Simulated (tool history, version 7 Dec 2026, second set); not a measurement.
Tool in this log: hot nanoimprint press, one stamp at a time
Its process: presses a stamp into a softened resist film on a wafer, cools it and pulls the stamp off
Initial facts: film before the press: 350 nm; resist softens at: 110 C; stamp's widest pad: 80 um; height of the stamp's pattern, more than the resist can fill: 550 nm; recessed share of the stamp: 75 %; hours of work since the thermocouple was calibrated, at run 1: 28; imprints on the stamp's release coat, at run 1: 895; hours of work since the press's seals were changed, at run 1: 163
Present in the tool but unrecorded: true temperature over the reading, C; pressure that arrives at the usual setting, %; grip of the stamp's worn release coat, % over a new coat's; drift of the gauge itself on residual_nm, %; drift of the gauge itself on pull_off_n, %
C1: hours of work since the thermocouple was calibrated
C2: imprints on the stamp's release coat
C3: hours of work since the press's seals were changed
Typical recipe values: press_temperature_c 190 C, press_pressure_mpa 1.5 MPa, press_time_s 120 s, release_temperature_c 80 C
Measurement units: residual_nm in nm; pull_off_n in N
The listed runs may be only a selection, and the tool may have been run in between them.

{"run": 1, "hour": 0.0, "press_temperature_c": 190, "press_pressure_mpa": 1.5, "press_time_s": 120, "release_temperature_c": 80, "C1": 28, "C2": 895, "C3": 163, "residual_nm": 165.5, "pull_off_n": 242}
{"run": 2, "hour": 9.7, "press_temperature_c": 190, "press_pressure_mpa": 1.5, "press_time_s": 120, "release_temperature_c": 80, "C1": 34, "C2": 927, "C3": 168, "residual_nm": 167.6, "pull_off_n": 241}
{"run": 3, "hour": 22.7, "press_temperature_c": 190, "press_pressure_mpa": 1.5, "press_time_s": 120, "release_temperature_c": 80, "C1": 41, "C2": 968, "C3": 175, "residual_nm": 167.4, "pull_off_n": 242}
{"run": 4, "hour": 37.5, "press_temperature_c": 190, "press_pressure_mpa": 1.5, "press_time_s": 120, "release_temperature_c": 80, "C1": 49, "C2": 1016, "C3": 183, "residual_nm": 167.2, "pull_off_n": 246}
{"run": 5, "hour": 51.4, "press_temperature_c": 190, "press_pressure_mpa": 1.5, "press_time_s": 120, "release_temperature_c": 80, "C1": 56, "C2": 1061, "C3": 190, "residual_nm": 168.1, "pull_off_n": 247}
{"run": 6, "hour": 71.5, "press_temperature_c": 190, "press_pressure_mpa": 1.5, "press_time_s": 120, "release_temperature_c": 85, "C1": 67, "C2": 1126, "C3": 201, "residual_nm": 166.8, "pull_off_n": 240}
{"run": 7, "hour": 82.8, "press_temperature_c": 190, "press_pressure_mpa": 1.5, "press_time_s": 169, "release_temperature_c": 80, "C1": 73, "C2": 1162, "C3": 207, "residual_nm": 150.8, "pull_off_n": 245}
{"run": 8, "hour": 92.9, "press_temperature_c": 190, "press_pressure_mpa": 1.5, "press_time_s": 120, "release_temperature_c": 80, "C1": 78, "C2": 1195, "C3": 213, "residual_nm": 168.5, "pull_off_n": 249}
{"run": 9, "hour": 101.7, "press_temperature_c": 190, "press_pressure_mpa": 1.5, "press_time_s": 120, "release_temperature_c": 80, "C1": 83, "C2": 1223, "C3": 217, "residual_nm": 168.9, "pull_off_n": 250}
{"run": 10, "hour": 122.2, "press_temperature_c": 190, "press_pressure_mpa": 1.03, "press_time_s": 120, "release_temperature_c": 80, "C1": 94, "C2": 1289, "C3": 228, "residual_nm": 204.9, "pull_off_n": 253}
{"run": 11, "hour": 136.4, "press_temperature_c": 194, "press_pressure_mpa": 1.5, "press_time_s": 120, "release_temperature_c": 86, "C1": 102, "C2": 1335, "C3": 236, "residual_nm": 155.2, "pull_off_n": 243}
{"run": 12, "hour": 146.6, "press_temperature_c": 194, "press_pressure_mpa": 1.5, "press_time_s": 120, "release_temperature_c": 86, "C1": 107, "C2": 1368, "C3": 241, "residual_nm": 155.4, "pull_off_n": 242}
{"run": 13, "hour": 167.1, "press_temperature_c": 192, "press_pressure_mpa": 1.42, "press_time_s": 120, "release_temperature_c": 86, "C1": 118, "C2": 1434, "C3": 253, "residual_nm": 166.4, "pull_off_n": 240}
{"run": 14, "hour": 186.8, "press_temperature_c": 187, "press_pressure_mpa": 0.99, "press_time_s": 64, "release_temperature_c": 88, "C1": 129, "C2": 1498, "C3": 263, "residual_nm": 255.7, "pull_off_n": 245}
{"run": 15, "hour": 203.1, "press_temperature_c": 192, "press_pressure_mpa": 2.17, "press_time_s": 71, "release_temperature_c": 74, "C1": 138, "C2": 1550, "C3": 272, "residual_nm": 155.6, "pull_off_n": 267}
{"run": 16, "hour": 222.1, "press_temperature_c": 186, "press_pressure_mpa": 0.98, "press_time_s": 167, "release_temperature_c": 85, "C1": 148, "C2": 1612, "C3": 282, "residual_nm": 206.5, "pull_off_n": 250}

Predict each of these 4 candidate next runs independently; none follows another, all start after run 16:
{"hour": 231.5, "done": "stamp cleaned and given a new release coat"}
{"run": "A", "hour": 241.3, "press_temperature_c": 184, "press_pressure_mpa": 1.51, "press_time_s": 120, "release_temperature_c": 80, "C1": 155, "C2": 31, "C3": 289, "residual_nm": "?", "pull_off_n": "?"}
{"hour": 231.5, "done": "stamp cleaned and given a new release coat"}
{"run": "B", "hour": 241.3, "press_temperature_c": 189, "press_pressure_mpa": 1.5, "press_time_s": 231, "release_temperature_c": 72, "C1": 155, "C2": 31, "C3": 289, "residual_nm": "?", "pull_off_n": "?"}
{"hour": 231.5, "done": "stamp cleaned and given a new release coat"}
{"run": "C", "hour": 241.3, "press_temperature_c": 186, "press_pressure_mpa": 1.5, "press_time_s": 210, "release_temperature_c": 80, "C1": 155, "C2": 31, "C3": 289, "residual_nm": "?", "pull_off_n": "?"}
{"hour": 231.5, "done": "stamp cleaned and given a new release coat"}
{"run": "D", "hour": 241.3, "press_temperature_c": 190, "press_pressure_mpa": 1.5, "press_time_s": 163, "release_temperature_c": 71, "C1": 155, "C2": 31, "C3": 289, "residual_nm": "?", "pull_off_n": "?"}

run=A residual_nm=191.8 pull_off_n=218
run=B residual_nm=140.3 pull_off_n=237
run=C residual_nm=155.2 pull_off_n=226
run=D residual_nm=154.4 pull_off_n=241
Without the tool's unlogged condition, the same runs would have read:
run=A residual_nm=187.2 pull_off_n=217
run=B residual_nm=136.6 pull_off_n=236
run=C residual_nm=151.1 pull_off_n=225
run=D residual_nm=150.4 pull_off_n=240

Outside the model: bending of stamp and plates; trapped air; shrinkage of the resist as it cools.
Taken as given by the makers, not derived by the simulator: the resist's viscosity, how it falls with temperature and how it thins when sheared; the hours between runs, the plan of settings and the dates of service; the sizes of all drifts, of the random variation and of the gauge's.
